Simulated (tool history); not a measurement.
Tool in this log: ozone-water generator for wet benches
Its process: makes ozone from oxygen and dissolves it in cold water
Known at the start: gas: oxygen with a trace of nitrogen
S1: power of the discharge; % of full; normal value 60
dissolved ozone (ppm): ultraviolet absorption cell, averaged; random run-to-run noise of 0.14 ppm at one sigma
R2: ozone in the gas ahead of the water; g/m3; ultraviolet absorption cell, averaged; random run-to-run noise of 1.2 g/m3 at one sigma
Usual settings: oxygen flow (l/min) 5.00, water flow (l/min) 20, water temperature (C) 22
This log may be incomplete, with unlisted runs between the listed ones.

{"run": 1, "day": 0.0, "S1": 60, "oxygen flow (l/min)": 5.0, "water flow (l/min)": 20, "water temperature (C)": 22, "dissolved ozone (ppm)": 16.8, "R2": 225.9}
{"run": 2, "day": 3.329, "S1": 60, "oxygen flow (l/min)": 5.0, "water flow (l/min)": 27, "water temperature (C)": 22, "dissolved ozone (ppm)": 12.7, "R2": 224.8}
{"run": 3, "day": 6.5, "S1": 60, "oxygen flow (l/min)": 5.0, "water flow (l/min)": 18, "water temperature (C)": 22, "dissolved ozone (ppm)": 18.7, "R2": 226.5}
{"run": 4, "day": 8.529, "S1": 60, "oxygen flow (l/min)": 5.0, "water flow (l/min)": 18, "water temperature (C)": 22, "dissolved ozone (ppm)": 18.8, "R2": 223.8}
{"run": 5, "day": 11.846, "S1": 60, "oxygen flow (l/min)": 8.28, "water flow (l/min)": 18, "water temperature (C)": 22, "dissolved ozone (ppm)": 18.4, "R2": 177.8}
{"run": 6, "day": 13.5, "S1": 60, "oxygen flow (l/min)": 8.28, "water flow (l/min)": 18, "water temperature (C)": 22, "dissolved ozone (ppm)": 18.1, "R2": 176.0}
{"run": 7, "day": 15.05, "S1": 60, "oxygen flow (l/min)": 8.28, "water flow (l/min)": 18, "water temperature (C)": 22, "dissolved ozone (ppm)": 18.3, "R2": 175.8}
{"run": 8, "day": 16.892, "S1": 60, "oxygen flow (l/min)": 8.28, "water flow (l/min)": 18, "water temperature (C)": 22, "dissolved ozone (ppm)": 18.1, "R2": 176.6}
{"run": 9, "day": 20.0, "S1": 56, "oxygen flow (l/min)": 5.0, "water flow (l/min)": 20, "water temperature (C)": 22, "dissolved ozone (ppm)": 16.4, "R2": 216.2}
{"run": 10, "day": 23.162, "S1": 56, "oxygen flow (l/min)": 5.0, "water flow (l/min)": 20, "water temperature (C)": 22, "dissolved ozone (ppm)": 16.2, "R2": 213.8}
{"run": 11, "day": 24.846, "S1": 56, "oxygen flow (l/min)": 5.0, "water flow (l/min)": 20, "water temperature (C)": 22, "dissolved ozone (ppm)": 16.1, "R2": 214.8}
{"run": 12, "day": 26.475, "S1": 56, "oxygen flow (l/min)": 5.0, "water flow (l/min)": 20, "water temperature (C)": 22, "dissolved ozone (ppm)": 16.3, "R2": 211.8}
{"run": 13, "day": 29.729, "S1": 44, "oxygen flow (l/min)": 8.38, "water flow (l/min)": 20, "water temperature (C)": 22, "dissolved ozone (ppm)": 14.2, "R2": 147.7}
{"run": 14, "day": 31.629, "S1": 60, "oxygen flow (l/min)": 5.0, "water flow (l/min)": 19, "water temperature (C)": 22, "dissolved ozone (ppm)": 17.8, "R2": 223.8}
{"day": 32.579, "done": "water thermometer calibrated"}
{"run": 15, "day": 34.379, "S1": 60, "oxygen flow (l/min)": 5.0, "water flow (l/min)": 20, "water temperature (C)": 23, "dissolved ozone (ppm)": 16.5, "R2": 222.3}
{"run": 16, "day": 36.779, "S1": 61, "oxygen flow (l/min)": 5.0, "water flow (l/min)": 20, "water temperature (C)": 23, "dissolved ozone (ppm)": 16.7, "R2": 224.2}
{"run": 17, "day": 39.471, "S1": 61, "oxygen flow (l/min)": 5.0, "water flow (l/min)": 20, "water temperature (C)": 23, "dissolved ozone (ppm)": 16.8, "R2": 222.3}
{"run": 18, "day": 41.238, "S1": 61, "oxygen flow (l/min)": 5.0, "water flow (l/min)": 20, "water temperature (C)": 23, "dissolved ozone (ppm)": 16.6, "R2": 220.4}
{"run": 19, "day": 44.642, "S1": 48, "oxygen flow (l/min)": 7.8, "water flow (l/min)": 20, "water temperature (C)": 22, "dissolved ozone (ppm)": 15.0, "R2": 159.8}
{"run": 20, "day": 47.133, "S1": 90, "oxygen flow (l/min)": 7.05, "water flow (l/min)": 20, "water temperature (C)": 22, "dissolved ozone (ppm)": 21.2, "R2": 233.0}
{"run": 21, "day": 49.829, "S1": 90, "oxygen flow (l/min)": 7.05, "water flow (l/min)": 20, "water temperature (C)": 22, "dissolved ozone (ppm)": 21.4, "R2": 234.0}

Estimate the outcome of run 22 from the log above:
{"run": 22, "day": 52.429, "S1": 90, "oxygen flow (l/min)": 7.05, "water flow (l/min)": 20, "water temperature (C)": 22, "dissolved ozone (ppm)": "?", "R2": "?"}

dissolved ozone (ppm): 21.0
R2: 232.4 g/m3
With no hidden state in the tool, this same run would have given dissolved ozone (ppm) 21.0, R2 237.8 g/m3.
